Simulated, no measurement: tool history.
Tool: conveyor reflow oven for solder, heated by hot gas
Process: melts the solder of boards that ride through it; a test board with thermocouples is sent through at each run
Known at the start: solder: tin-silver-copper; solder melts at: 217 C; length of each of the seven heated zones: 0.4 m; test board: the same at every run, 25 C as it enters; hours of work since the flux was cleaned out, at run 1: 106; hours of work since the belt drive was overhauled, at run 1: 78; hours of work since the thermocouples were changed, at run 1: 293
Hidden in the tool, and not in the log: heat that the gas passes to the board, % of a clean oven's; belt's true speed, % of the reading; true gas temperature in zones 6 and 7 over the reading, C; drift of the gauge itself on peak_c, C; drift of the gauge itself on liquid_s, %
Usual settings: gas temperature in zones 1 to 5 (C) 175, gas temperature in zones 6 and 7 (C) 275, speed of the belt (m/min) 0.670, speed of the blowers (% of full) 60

run,hour,gas temperature in zones 1 to 5 (C),gas temperature in zones 6 and 7 (C),speed of the belt (m/min),speed of the blowers (% of full),hours of work since the flux was cleaned out,hours of work since the belt drive was overhauled,hours of work since the thermocouples were changed,highest temperature of the board (C),time above the solder's melting point (s)
1,0.0,175,275,0.670,60,106,78,293,256.6,55.9
2,9.2,175,275,0.670,60,111,82,298,256.5,56.0
3,16.6,175,265,0.670,60,115,86,302,248.1,50.3
4,24.4,175,275,0.670,60,119,90,306,256.6,55.9
5,29.5,175,275,0.670,60,121,93,308,256.6,56.1
6,39.8,175,275,0.670,60,127,98,314,256.2,55.6
7,45.8,175,275,0.670,60,130,101,317,256.0,55.9
8,50.5,175,275,0.670,60,132,104,319,256.6,55.6
9,56.7,173,273,0.750,87,135,107,322,258.9,51.3
10,62.3,173,273,0.750,63,138,110,325,251.5,45.6
11,67.5,164,273,0.750,65,141,113,328,250.1,42.6
12,77.2,185,277,0.630,60,146,118,333,262.1,66.6
13,83.9,187,275,0.646,60,149,121,336,260.1,64.7
14,88.9,187,275,0.646,60,152,124,339,259.7,64.9
15,99.0,187,275,0.646,60,157,129,344,259.8,65.0
16,103.7,187,275,0.646,60,160,131,347,259.9,64.9

3 ways to go on from here, each from the tool as it stands after run 16. What would each give?
A,108.0,187,274,0.685,59,162,133,349,?,?
B,108.0,187,288,0.556,60,162,133,349,?,?
C,108.0,182,288,0.720,60,162,133,349,?,?

run,highest temperature of the board (C),time above the solder's melting point (s)
A,257.1,58.8
B,275.6,83.8
C,266.0,58.9
Without the tool's hidden state the same runs would have given:
run,highest temperature of the board (C),time above the solder's melting point (s)
A,257.2,59.0
B,275.4,83.7
C,266.4,59.1
